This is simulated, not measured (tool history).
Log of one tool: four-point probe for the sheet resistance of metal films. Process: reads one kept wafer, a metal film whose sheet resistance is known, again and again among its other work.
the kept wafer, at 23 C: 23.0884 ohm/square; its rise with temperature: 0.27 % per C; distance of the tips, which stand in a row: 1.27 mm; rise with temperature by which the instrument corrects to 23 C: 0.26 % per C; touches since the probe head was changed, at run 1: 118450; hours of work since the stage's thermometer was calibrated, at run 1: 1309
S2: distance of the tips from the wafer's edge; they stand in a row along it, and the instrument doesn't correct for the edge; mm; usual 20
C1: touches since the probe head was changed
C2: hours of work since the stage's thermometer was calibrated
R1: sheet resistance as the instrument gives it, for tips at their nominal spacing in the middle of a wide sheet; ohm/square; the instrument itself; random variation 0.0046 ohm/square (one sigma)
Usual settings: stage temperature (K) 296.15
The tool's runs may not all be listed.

Run 1, hour 0: usual settings; C1 118450; C2 1309. Result: R1 22.984983 ohm/square.
Run 2, hour 40.9: usual settings; C1 120293; C2 1330. Result: R1 22.994002 ohm/square.
Run 3, hour 104.2: usual settings; C1 123141; C2 1363. Result: R1 22.974345 ohm/square.
Run 4, hour 143.7: usual settings; C1 124923; C2 1384. Result: R1 22.982065 ohm/square.
Run 5, hour 183.7: usual settings but S2 26 mm; C1 126722; C2 1405. Result: R1 22.955918 ohm/square.
Run 6, hour 248.8: usual settings but S2 26 mm; C1 129655; C2 1438. Result: R1 22.959282 ohm/square.
Run 7, hour 313.3: usual settings but S2 3 mm; C1 132560; C2 1472. Result: R1 24.926047 ohm/square.
Run 8, hour 397.4: usual settings but S2 42 mm; C1 136347; C2 1516. Result: R1 22.92573 ohm/square.
At hour 405.8: new probe head fitted.
Run 9, hour 436.8: usual settings but S2 4 mm; C1 1395; C2 1536. Result: R1 24.270324 ohm/square.
Run 10, hour 515: usual settings; C1 4918; C2 1576. Result: R1 23.138549 ohm/square.
Run 11, hour 585.4: usual settings; C1 8090; C2 1613. Result: R1 23.120793 ohm/square.
At hour 658.3: stage's thermometer calibrated.
Run 12, hour 667.1: usual settings; C1 11745; C2 5. Result: R1 23.102283 ohm/square.
Run 13, hour 717.4: usual settings; C1 14010; C2 31. Result: R1 23.099235 ohm/square.
Run 14, hour 791.6: usual settings; C1 17351; C2 69. Result: R1 23.103794 ohm/square.
Run 15, hour 861.3: usual settings but stage temperature (K) 292.15, S2 7 mm; C1 20493; C2 105. Result: R1 23.434342 ohm/square.
Run 16, hour 918.2: usual settings but stage temperature (K) 292.15, S2 7 mm; C1 23053; C2 135. Result: R1 23.428113 ohm/square.
Run 17, hour 971.4: usual settings but stage temperature (K) 292.15, S2 7 mm; C1 25452; C2 163. Result: R1 23.422297 ohm/square.
Run 18, hour 1020.7: usual settings but stage temperature (K) 304.15, S2 26 mm; C1 27673; C2 188. Result: R1 23.094597 ohm/square.
Run 19, hour 1075.2: usual settings but stage temperature (K) 307.15, S2 4 mm; C1 30126; C2 217. Result: R1 24.25041 ohm/square.
Run 20, hour 1147: usual settings but stage temperature (K) 304.15, S2 6 mm; C1 33359; C2 254. Result: R1 23.591469 ohm/square.
Run 21, hour 1196.6: usual settings but stage temperature (K) 304.15, S2 6 mm; C1 35593; C2 280. Result: R1 23.593653 ohm/square.
Run 22, hour 1283.1: usual settings but stage temperature (K) 307.15, S2 6 mm; C1 39487; C2 325. Result: R1 23.590467 ohm/square.
Run 23, hour 1329.9: usual settings but stage temperature (K) 294.15, S2 28 mm; C1 41597; C2 349. Result: R1 23.030683 ohm/square.
Run 24, hour 1381: usual settings but stage temperature (K) 302.15, S2 48 mm; C1 43899; C2 376. Result: R1 23.030388 ohm/square.
Run 25, hour 1444.4: usual settings but stage temperature (K) 302.15, S2 3 mm; C1 46754; C2 408. Result: R1 25.02933 ohm/square.
Run 26, hour 1508.3: usual settings but stage temperature (K) 292.15, S2 4 mm; C1 49631; C2 442. Result: R1 24.158481 ohm/square.
Run 27, hour 1587.1: usual settings but stage temperature (K) 292.15, S2 4 mm; C1 53180; C2 483. Result: R1 24.160872 ohm/square.

5 ways to go on from here, each from the tool as it stands after run 27. What would each give?
Run A, hour 1658.4: usual settings but stage temperature (K) 298.15, S2 22 mm; C1 56391; C2 520. Result: R1 ?.
Run B, hour 1658.4: usual settings but stage temperature (K) 300.15, S2 47 mm; C1 56391; C2 520. Result: R1 ?.
Run C, hour 1658.4: usual settings but S2 10 mm; C1 56391; C2 520. Result: R1 ?.
Run D, hour 1658.4: usual settings but stage temperature (K) 295.15, S2 7 mm; C1 56391; C2 520. Result: R1 ?.
Run E, hour 1658.4: usual settings but stage temperature (K) 293.15, S2 9 mm; C1 56391; C2 520. Result: R1 ?.

run         R1
  A  23.037727
  B  23.010559
  C  23.193979
  D  23.386116
  E  23.218677
Without the tool's hidden state the same runs would have given:
run         R1
  A  23.140196
  B  23.112932
  C  23.297075
  D  23.489985
  E  23.321846
